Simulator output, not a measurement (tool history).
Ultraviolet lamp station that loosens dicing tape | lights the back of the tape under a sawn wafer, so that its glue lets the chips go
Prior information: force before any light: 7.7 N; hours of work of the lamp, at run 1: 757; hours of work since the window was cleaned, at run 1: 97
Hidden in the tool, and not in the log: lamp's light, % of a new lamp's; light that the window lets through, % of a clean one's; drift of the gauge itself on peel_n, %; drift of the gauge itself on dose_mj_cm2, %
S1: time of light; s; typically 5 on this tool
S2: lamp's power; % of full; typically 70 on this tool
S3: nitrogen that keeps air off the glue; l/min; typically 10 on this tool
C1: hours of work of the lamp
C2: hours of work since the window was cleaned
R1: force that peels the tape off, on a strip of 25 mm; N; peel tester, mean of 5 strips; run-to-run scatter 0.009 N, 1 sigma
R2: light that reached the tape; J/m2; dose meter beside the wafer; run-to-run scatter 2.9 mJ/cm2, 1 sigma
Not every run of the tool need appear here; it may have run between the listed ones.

run	hour	S1	S2	S3	C1	C2	R1	R2
1	0	5	70	10	757	97	0.385	4290
2	73.3	5	87	10	787	127	0.206	5310
3	137.3	5	87	10	814	153	0.194	5350
4	228.8	5	87	10	851	190	0.199	5240
5	293.4	5	87	10	878	217	0.204	5280
6	351.8	5	70	10	902	241	0.369	4240
7	425.9	5	62	10	932	271	0.522	3780
8	474.7	5	62	10	952	291	0.543	3770
9	537.5	5	62	10	978	317	0.508	3740
10	582.1	5	62	10	996	335	0.528	3760
11	643.2	5	62	10	1021	360	0.518	3760
12	689.6	9	62	10	1040	379	0.118	6750
13	767.6	9	62	10	1072	411	0.095	6770
# hour 821.2: window cleaned of glue's vapour
14	845	3	89	4	1104	10	1.323	3200
# hour 876.5: lamp changed
15	886.5	5	96	15	4	26	0.118	5820
16	975.2	5	96	15	41	63	0.125	5950
17	1046.7	3	96	3	70	92	1.331	3510
18	1114	2	73	10	97	120	2.118	1770
19	1200.4	5	91	8	133	155	0.216	5520
20	1285.6	3	70	10	168	190	1.172	2550
21	1366.5	8	76	8	201	223	0.104	7380
22	1453.2	7	76	4	237	259	0.265	6490
23	1530.3	7	76	4	268	290	0.28	6520
24	1569.1	9	75	6	284	306	0.091	8160
25	1612.6	9	75	6	302	324	0.096	8260

For each run, the measured value with the value that run would have given without the tool's hidden condition subtracted. The run-to-run variation is shared by both, the gauge scatter possibly not:
run	R2
1	-10
2	-10
3	-10
4	-20
5	-20
6	-20
7	-20
8	-10
9	-10
10	-10
11	-10
12	-30
13	-20
14	-10
15	+0
16	+0
17	+0
18	+0
19	-10
20	+0
21	-10
22	-10
23	-10
24	-10
25	-10
R1: at most 0.008 N away from the measurement, every run.
